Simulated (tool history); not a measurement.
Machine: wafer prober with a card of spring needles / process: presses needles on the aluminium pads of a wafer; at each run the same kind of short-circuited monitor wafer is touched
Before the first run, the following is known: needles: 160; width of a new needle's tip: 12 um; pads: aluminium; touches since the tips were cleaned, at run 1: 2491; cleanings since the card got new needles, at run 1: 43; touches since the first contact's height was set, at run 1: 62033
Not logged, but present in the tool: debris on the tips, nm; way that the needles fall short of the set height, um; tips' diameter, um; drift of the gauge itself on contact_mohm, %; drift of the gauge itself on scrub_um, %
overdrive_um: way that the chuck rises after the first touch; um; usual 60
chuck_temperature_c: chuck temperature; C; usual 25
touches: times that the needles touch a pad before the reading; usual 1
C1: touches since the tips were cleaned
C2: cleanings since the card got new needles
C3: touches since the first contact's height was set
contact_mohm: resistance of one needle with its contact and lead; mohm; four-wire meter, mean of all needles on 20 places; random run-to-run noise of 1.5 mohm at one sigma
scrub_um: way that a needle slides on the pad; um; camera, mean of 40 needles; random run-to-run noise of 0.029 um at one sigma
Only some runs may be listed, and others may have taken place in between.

{"run": 1, "day": 0.0, "overdrive_um": 60, "chuck_temperature_c": 25, "touches": 1, "C1": 2491, "C2": 43, "C3": 62033, "contact_mohm": 178, "scrub_um": 12.09}
{"day": 0.462, "done": "tips cleaned on abrasive film"}
{"run": 2, "day": 0.983, "overdrive_um": 60, "chuck_temperature_c": 25, "touches": 1, "C1": 3757, "C2": 44, "C3": 69068, "contact_mohm": 189, "scrub_um": 12.1}
{"day": 1.342, "done": "tips cleaned on abrasive film"}
{"day": 2.142, "done": "tips cleaned on abrasive film"}
{"run": 3, "day": 2.404, "overdrive_um": 60, "chuck_temperature_c": 25, "touches": 1, "C1": 1883, "C2": 46, "C3": 79210, "contact_mohm": 174, "scrub_um": 12.1}
{"day": 3.008, "done": "tips cleaned on abrasive film"}
{"day": 3.817, "done": "tips cleaned on abrasive film"}
{"run": 4, "day": 3.817, "overdrive_um": 60, "chuck_temperature_c": 25, "touches": 1, "C1": 0, "C2": 48, "C3": 89305, "contact_mohm": 144, "scrub_um": 12.11}
{"day": 4.65, "done": "tips cleaned on abrasive film"}
{"run": 5, "day": 5.271, "overdrive_um": 60, "chuck_temperature_c": 25, "touches": 1, "C1": 4455, "C2": 49, "C3": 99706, "contact_mohm": 190, "scrub_um": 12.06}
{"day": 5.412, "done": "tips cleaned on abrasive film"}
{"run": 6, "day": 6.092, "overdrive_um": 60, "chuck_temperature_c": 25, "touches": 1, "C1": 4887, "C2": 50, "C3": 105575, "contact_mohm": 189, "scrub_um": 12.07}
{"day": 6.221, "done": "tips cleaned on abrasive film"}
{"day": 7.042, "done": "tips cleaned on abrasive film"}
{"run": 7, "day": 7.629, "overdrive_um": 60, "chuck_temperature_c": 25, "touches": 3, "C1": 4203, "C2": 52, "C3": 116552, "contact_mohm": 159, "scrub_um": 12.02}
{"day": 7.904, "done": "tips cleaned on abrasive film"}
{"day": 8.771, "done": "tips cleaned on abrasive film"}
{"run": 8, "day": 9.362, "overdrive_um": 73, "chuck_temperature_c": 25, "touches": 1, "C1": 4235, "C2": 54, "C3": 128940, "contact_mohm": 179, "scrub_um": 14.63}
{"day": 9.562, "done": "tips cleaned on abrasive film"}
{"day": 10.408, "done": "tips cleaned on abrasive film"}
{"run": 9, "day": 10.612, "overdrive_um": 73, "chuck_temperature_c": 25, "touches": 1, "C1": 1457, "C2": 56, "C3": 137861, "contact_mohm": 158, "scrub_um": 14.61}
{"day": 11.196, "done": "tips cleaned on abrasive film"}
{"day": 12.071, "done": "tips cleaned on abrasive film"}
{"run": 10, "day": 12.225, "overdrive_um": 60, "chuck_temperature_c": 25, "touches": 1, "C1": 1099, "C2": 58, "C3": 149372, "contact_mohm": 163, "scrub_um": 11.99}
{"day": 12.917, "done": "tips cleaned on abrasive film"}
{"day": 13.821, "done": "tips cleaned on abrasive film"}
{"run": 11, "day": 13.958, "overdrive_um": 60, "chuck_temperature_c": 25, "touches": 1, "C1": 1001, "C2": 60, "C3": 161772, "contact_mohm": 164, "scrub_um": 11.94}
{"day": 14.625, "done": "tips cleaned on abrasive film"}
{"day": 15.479, "done": "tips cleaned on abrasive film"}
{"run": 12, "day": 15.629, "overdrive_um": 60, "chuck_temperature_c": 25, "touches": 1, "C1": 1083, "C2": 62, "C3": 173722, "contact_mohm": 163, "scrub_um": 11.89}
{"day": 16.304, "done": "tips cleaned on abrasive film"}
{"day": 17.067, "done": "tips cleaned on abrasive film"}
{"run": 13, "day": 17.371, "overdrive_um": 60, "chuck_temperature_c": 25, "touches": 1, "C1": 2185, "C2": 64, "C3": 186166, "contact_mohm": 176, "scrub_um": 11.95}
{"day": 17.917, "done": "tips cleaned on abrasive film"}
{"run": 14, "day": 18.404, "overdrive_um": 46, "chuck_temperature_c": 25, "touches": 1, "C1": 3497, "C2": 65, "C3": 193547, "contact_mohm": 221, "scrub_um": 8.98}
{"day": 18.7, "done": "tips cleaned on abrasive film"}
{"day": 19.329, "done": "height of the first contact set anew"}
{"run": 15, "day": 19.421, "overdrive_um": 46, "chuck_temperature_c": 25, "touches": 1, "C1": 5099, "C2": 66, "C3": 662, "contact_mohm": 228, "scrub_um": 9.35}
{"day": 19.517, "done": "tips cleaned on abrasive film"}
{"day": 20.379, "done": "tips cleaned on abrasive film"}
{"run": 16, "day": 20.433, "overdrive_um": 46, "chuck_temperature_c": 25, "touches": 1, "C1": 379, "C2": 68, "C3": 7878, "contact_mohm": 163, "scrub_um": 9.37}
{"day": 21.212, "done": "tips cleaned on abrasive film"}
{"run": 17, "day": 21.354, "overdrive_um": 60, "chuck_temperature_c": 25, "touches": 1, "C1": 1018, "C2": 69, "C3": 14461, "contact_mohm": 164, "scrub_um": 12.16}
{"day": 21.975, "done": "tips cleaned on abrasive film"}
{"run": 18, "day": 22.496, "overdrive_um": 78, "chuck_temperature_c": 25, "touches": 2, "C1": 3742, "C2": 70, "C3": 22632, "contact_mohm": 155, "scrub_um": 15.89}
{"day": 22.767, "done": "tips cleaned on abrasive film"}
{"day": 23.571, "done": "tips cleaned on abrasive film"}
{"run": 19, "day": 24.246, "overdrive_um": 79, "chuck_temperature_c": 46, "touches": 1, "C1": 4843, "C2": 72, "C3": 35142, "contact_mohm": 174, "scrub_um": 16.1}
{"day": 24.379, "done": "tips cleaned on abrasive film"}
{"run": 20, "day": 25.083, "overdrive_um": 79, "chuck_temperature_c": 77, "touches": 1, "C1": 5066, "C2": 73, "C3": 41133, "contact_mohm": 179, "scrub_um": 16.02}
{"day": 25.171, "done": "tips cleaned on abrasive film"}
{"day": 25.988, "done": "tips cleaned on abrasive film"}
{"run": 21, "day": 26.342, "overdrive_um": 79, "chuck_temperature_c": 77, "touches": 1, "C1": 2562, "C2": 75, "C3": 50103, "contact_mohm": 169, "scrub_um": 16.02}
{"day": 26.808, "done": "tips cleaned on abrasive film"}
{"day": 27.596, "done": "tips cleaned on abrasive film"}
{"run": 22, "day": 27.662, "overdrive_um": 72, "chuck_temperature_c": 32, "touches": 1, "C1": 497, "C2": 77, "C3": 59536, "contact_mohm": 154, "scrub_um": 14.55}
{"day": 28.504, "done": "tips cleaned on abrasive film"}
{"run": 23, "day": 28.717, "overdrive_um": 76, "chuck_temperature_c": 65, "touches": 1, "C1": 1527, "C2": 78, "C3": 67056, "contact_mohm": 166, "scrub_um": 15.42}
{"day": 29.354, "done": "tips cleaned on abrasive film"}
{"day": 30.146, "done": "tips cleaned on abrasive film"}
{"run": 24, "day": 30.308, "overdrive_um": 66, "chuck_temperature_c": 65, "touches": 1, "C1": 1195, "C2": 80, "C3": 78451, "contact_mohm": 165, "scrub_um": 13.37}
{"day": 30.917, "done": "tips cleaned on abrasive film"}
{"day": 31.729, "done": "tips cleaned on abrasive film"}
{"run": 25, "day": 31.729, "overdrive_um": 66, "chuck_temperature_c": 32, "touches": 1, "C1": 0, "C2": 82, "C3": 88587, "contact_mohm": 149, "scrub_um": 13.33}
{"day": 32.496, "done": "tips cleaned on abrasive film"}
{"day": 33.383, "done": "tips cleaned on abrasive film"}
{"run": 26, "day": 33.383, "overdrive_um": 43, "chuck_temperature_c": 25, "touches": 1, "C1": 0, "C2": 84, "C3": 100396, "contact_mohm": 159, "scrub_um": 8.57}
{"day": 34.267, "done": "tips cleaned on abrasive film"}
{"day": 35.038, "done": "tips cleaned on abrasive film"}
{"run": 27, "day": 35.038, "overdrive_um": 43, "chuck_temperature_c": 25, "touches": 1, "C1": 0, "C2": 86, "C3": 112231, "contact_mohm": 158, "scrub_um": 8.6}
{"day": 35.838, "done": "tips cleaned on abrasive film"}
{"run": 28, "day": 35.871, "overdrive_um": 43, "chuck_temperature_c": 25, "touches": 1, "C1": 262, "C2": 87, "C3": 118190, "contact_mohm": 163, "scrub_um": 8.55}
{"day": 36.758, "done": "tips cleaned on abrasive film"}
{"day": 37.542, "done": "tips cleaned on abrasive film"}
{"run": 29, "day": 37.612, "overdrive_um": 59, "chuck_temperature_c": 45, "touches": 1, "C1": 515, "C2": 89, "C3": 130631, "contact_mohm": 158, "scrub_um": 11.85}
{"day": 38.362, "done": "tips cleaned on abrasive film"}
{"run": 30, "day": 38.842, "overdrive_um": 60, "chuck_temperature_c": 109, "touches": 1, "C1": 3453, "C2": 90, "C3": 139431, "contact_mohm": 197, "scrub_um": 12.01}
{"day": 39.233, "done": "tips cleaned on abrasive film"}
{"day": 40.079, "done": "tips cleaned on abrasive film"}
{"run": 31, "day": 40.112, "overdrive_um": 48, "chuck_temperature_c": 79, "touches": 1, "C1": 240, "C2": 92, "C3": 148486, "contact_mohm": 169, "scrub_um": 9.51}

How the hidden state differs across the entries between the runs, from the last listed run before each to the first after it:
Runs 1 to 2: tips cleaned on abrasive film (day 0.462)
  debris on the tips, nm: 32.9 -> 44.8; way that the needles fall short of the set height, um: 0.53 -> 0.58; tips' diameter, um: 12.79 -> 12.8
  measured result minus the result with no hidden state, contact_mohm: +34 -> +46 mohm; scrub_um: -0.10 -> -0.12 um
Runs 2 to 3: tips cleaned on abrasive film (day 1.342); tips cleaned on abrasive film (day 2.142)
  debris on the tips, nm: 44.8 -> 27.6; way that the needles fall short of the set height, um: 0.58 -> 0.7; tips' diameter, um: 12.8 -> 12.84
  measured result minus the result with no hidden state, contact_mohm: +46 -> +29 mohm; scrub_um: -0.12 -> -0.15 um
Runs 3 to 4: tips cleaned on abrasive film (day 3.008); tips cleaned on abrasive film (day 3.817)
  debris on the tips, nm: 27.6 -> 2.1; way that the needles fall short of the set height, um: 0.7 -> 0.83; tips' diameter, um: 12.84 -> 12.89
  measured result minus the result with no hidden state, contact_mohm: +29 -> +3 mohm; scrub_um: -0.15 -> -0.17 um
Runs 4 to 5: tips cleaned on abrasive film (day 4.650)
  debris on the tips, nm: 2.1 -> 48.2; way that the needles fall short of the set height, um: 0.83 -> 0.88; tips' diameter, um: 12.89 -> 12.91
  measured result minus the result with no hidden state, contact_mohm: +3 -> +50 mohm; scrub_um: -0.17 -> -0.18 um
Runs 5 to 6: tips cleaned on abrasive film (day 5.412)
  debris on the tips, nm: 48.2 -> 46.1; way that the needles fall short of the set height, um: 0.88 -> 0.93; tips' diameter, um: 12.91 -> 12.92
  measured result minus the result with no hidden state, contact_mohm: +50 -> +48 mohm; scrub_um: -0.18 -> -0.19 um
Runs 6 to 7: tips cleaned on abrasive film (day 6.221); tips cleaned on abrasive film (day 7.042)
  debris on the tips, nm: 46.1 -> 46.2; way that the needles fall short of the set height, um: 0.93 -> 1.05; tips' diameter, um: 12.92 -> 12.97
  measured result minus the result with no hidden state, contact_mohm: +48 -> +18 mohm; scrub_um: -0.19 -> -0.22 um
Runs 7 to 8: tips cleaned on abrasive film (day 7.904); tips cleaned on abrasive film (day 8.771)
  debris on the tips, nm: 46.2 -> 45.4; way that the needles fall short of the set height, um: 1.05 -> 1.15; tips' diameter, um: 12.97 -> 13
  measured result minus the result with no hidden state, contact_mohm: +18 -> +35 mohm; scrub_um: -0.22 -> -0.24 um
Runs 8 to 9: tips cleaned on abrasive film (day 9.562); tips cleaned on abrasive film (day 10.408)
  debris on the tips, nm: 45.4 -> 22.8; way that the needles fall short of the set height, um: 1.15 -> 1.25; tips' diameter, um: 13 -> 13.04
  measured result minus the result with no hidden state, contact_mohm: +35 -> +18 mohm; scrub_um: -0.24 -> -0.25 um
Runs 9 to 10: tips cleaned on abrasive film (day 11.196); tips cleaned on abrasive film (day 12.071)
  debris on the tips, nm: 22.8 -> 17.5; way that the needles fall short of the set height, um: 1.25 -> 1.37; tips' diameter, um: 13.04 -> 13.08
  measured result minus the result with no hidden state, contact_mohm: +18 -> +19 mohm; scrub_um: -0.25 -> -0.28 um
Runs 10 to 11: tips cleaned on abrasive film (day 12.917); tips cleaned on abrasive film (day 13.821)
  debris on the tips, nm: 17.5 -> 19.8; way that the needles fall short of the set height, um: 1.37 -> 1.47; tips' diameter, um: 13.08 -> 13.11
  measured result minus the result with no hidden state, contact_mohm: +19 -> +22 mohm; scrub_um: -0.28 -> -0.30 um
Runs 11 to 12: tips cleaned on abrasive film (day 14.625); tips cleaned on abrasive film (day 15.479)
  debris on the tips, nm: 19.8 -> 17.8; way that the needles fall short of the set height, um: 1.47 -> 1.55; tips' diameter, um: 13.11 -> 13.14
  measured result minus the result with no hidden state, contact_mohm: +22 -> +20 mohm; scrub_um: -0.30 -> -0.32 um
Runs 12 to 13: tips cleaned on abrasive film (day 16.304); tips cleaned on abrasive film (day 17.067)
  debris on the tips, nm: 17.8 -> 30.2; way that the needles fall short of the set height, um: 1.55 -> 1.64; tips' diameter, um: 13.14 -> 13.17
  measured result minus the result with no hidden state, contact_mohm: +20 -> +33 mohm; scrub_um: -0.32 -> -0.33 um
Runs 13 to 14: tips cleaned on abrasive film (day 17.917)
  debris on the tips, nm: 30.2 -> 40.7; way that the needles fall short of the set height, um: 1.64 -> 1.71; tips' diameter, um: 13.17 -> 13.2
  measured result minus the result with no hidden state, contact_mohm: +33 -> +74 mohm; scrub_um: -0.33 -> -0.35 um
Runs 14 to 15: tips cleaned on abrasive film (day 18.700); height of the first contact set anew (day 19.329)
  debris on the tips, nm: 40.7 -> 49.5; way that the needles fall short of the set height, um: 1.71 -> 0; tips' diameter, um: 13.2 -> 13.22
  measured result minus the result with no hidden state, contact_mohm: +74 -> +82 mohm; scrub_um: -0.35 -> +0.00 um
Runs 15 to 16: tips cleaned on abrasive film (day 19.517); tips cleaned on abrasive film (day 20.379)
  debris on the tips, nm: 49.5 -> 10; way that the needles fall short of the set height, um: 0 -> 0.12; tips' diameter, um: 13.22 -> 13.26
  measured result minus the result with no hidden state, contact_mohm: +82 -> +18 mohm; scrub_um: +0.00 -> -0.03 um
Runs 16 to 17: tips cleaned on abrasive film (day 21.212)
  debris on the tips, nm: 10 -> 18.8; way that the needles fall short of the set height, um: 0.12 -> 0.17; tips' diameter, um: 13.26 -> 13.28
  measured result minus the result with no hidden state, contact_mohm: +18 -> +20 mohm; scrub_um: -0.03 -> -0.04 um
Runs 17 to 18: tips cleaned on abrasive film (day 21.975)
  debris on the tips, nm: 18.8 -> 38.4; way that the needles fall short of the set height, um: 0.17 -> 0.22; tips' diameter, um: 13.28 -> 13.3
  measured result minus the result with no hidden state, contact_mohm: +20 -> +16 mohm; scrub_um: -0.04 -> -0.05 um
Runs 18 to 19: tips cleaned on abrasive film (day 22.767); tips cleaned on abrasive film (day 23.571)
  debris on the tips, nm: 38.4 -> 47.9; way that the needles fall short of the set height, um: 0.22 -> 0.32; tips' diameter, um: 13.3 -> 13.33
  measured result minus the result with no hidden state, contact_mohm: +16 -> +31 mohm; scrub_um: -0.05 -> -0.06 um
Runs 19 to 20: tips cleaned on abrasive film (day 24.379)
  debris on the tips, nm: 47.9 -> 50.1; way that the needles fall short of the set height, um: 0.32 -> 0.38; tips' diameter, um: 13.33 -> 13.35
  measured result minus the result with no hidden state, contact_mohm: +31 -> +31 mohm; scrub_um: -0.06 -> -0.08 um
Runs 20 to 21: tips cleaned on abrasive film (day 25.171); tips cleaned on abrasive film (day 25.988)
  debris on the tips, nm: 50.1 -> 33; way that the needles fall short of the set height, um: 0.38 -> 0.46; tips' diameter, um: 13.35 -> 13.38
  measured result minus the result with no hidden state, contact_mohm: +31 -> +21 mohm; scrub_um: -0.08 -> -0.09 um
Runs 21 to 22: tips cleaned on abrasive film (day 26.808); tips cleaned on abrasive film (day 27.596)
  debris on the tips, nm: 33 -> 12.5; way that the needles fall short of the set height, um: 0.46 -> 0.55; tips' diameter, um: 13.38 -> 13.41
  measured result minus the result with no hidden state, contact_mohm: +21 -> +11 mohm; scrub_um: -0.09 -> -0.12 um
Runs 22 to 23: tips cleaned on abrasive film (day 28.504)
  debris on the tips, nm: 12.5 -> 24.4; way that the needles fall short of the set height, um: 0.55 -> 0.59; tips' diameter, um: 13.41 -> 13.43
  measured result minus the result with no hidden state, contact_mohm: +11 -> +18 mohm; scrub_um: -0.12 -> -0.12 um
Runs 23 to 24: tips cleaned on abrasive film (day 29.354); tips cleaned on abrasive film (day 30.146)
  debris on the tips, nm: 24.4 -> 18.2; way that the needles fall short of the set height, um: 0.59 -> 0.67; tips' diameter, um: 13.43 -> 13.46
  measured result minus the result with no hidden state, contact_mohm: +18 -> +17 mohm; scrub_um: -0.12 -> -0.14 um
Runs 24 to 25: tips cleaned on abrasive film (day 30.917); tips cleaned on abrasive film (day 31.729)
  debris on the tips, nm: 18.2 -> 4.1; way that the needles fall short of the set height, um: 0.67 -> 0.78; tips' diameter, um: 13.46 -> 13.49
  measured result minus the result with no hidden state, contact_mohm: +17 -> +5 mohm; scrub_um: -0.14 -> -0.16 um
Runs 25 to 26: tips cleaned on abrasive film (day 32.496); tips cleaned on abrasive film (day 33.383)
  debris on the tips, nm: 4.1 -> 4.2; way that the needles fall short of the set height, um: 0.78 -> 0.91; tips' diameter, um: 13.49 -> 13.54
  measured result minus the result with no hidden state, contact_mohm: +5 -> +10 mohm; scrub_um: -0.16 -> -0.18 um
Runs 26 to 27: tips cleaned on abrasive film (day 34.267); tips cleaned on abrasive film (day 35.038)
  debris on the tips, nm: 4.2 -> 5.2; way that the needles fall short of the set height, um: 0.91 -> 1; tips' diameter, um: 13.54 -> 13.57
  measured result minus the result with no hidden state, contact_mohm: +10 -> +12 mohm; scrub_um: -0.18 -> -0.20 um
Runs 27 to 28: tips cleaned on abrasive film (day 35.838)
  debris on the tips, nm: 5.2 -> 7; way that the needles fall short of the set height, um: 1 -> 1.05; tips' diameter, um: 13.57 -> 13.59
  measured result minus the result with no hidden state, contact_mohm: +12 -> +16 mohm; scrub_um: -0.20 -> -0.21 um
Runs 28 to 29: tips cleaned on abrasive film (day 36.758); tips cleaned on abrasive film (day 37.542)
  debris on the tips, nm: 7 -> 11.7; way that the needles fall short of the set height, um: 1.05 -> 1.15; tips' diameter, um: 13.59 -> 13.62
  measured result minus the result with no hidden state, contact_mohm: +16 -> +14 mohm; scrub_um: -0.21 -> -0.23 um
Runs 29 to 30: tips cleaned on abrasive film (day 38.362)
  debris on the tips, nm: 11.7 -> 37; way that the needles fall short of the set height, um: 1.15 -> 1.21; tips' diameter, um: 13.62 -> 13.64
  measured result minus the result with no hidden state, contact_mohm: +14 -> +38 mohm; scrub_um: -0.23 -> -0.25 um
Runs 30 to 31: tips cleaned on abrasive film (day 39.233); tips cleaned on abrasive film (day 40.079)
  debris on the tips, nm: 37 -> 7.6; way that the needles fall short of the set height, um: 1.21 -> 1.32; tips' diameter, um: 13.64 -> 13.68
  measured result minus the result with no hidden state, contact_mohm: +38 -> +14 mohm; scrub_um: -0.25 -> -0.26 um

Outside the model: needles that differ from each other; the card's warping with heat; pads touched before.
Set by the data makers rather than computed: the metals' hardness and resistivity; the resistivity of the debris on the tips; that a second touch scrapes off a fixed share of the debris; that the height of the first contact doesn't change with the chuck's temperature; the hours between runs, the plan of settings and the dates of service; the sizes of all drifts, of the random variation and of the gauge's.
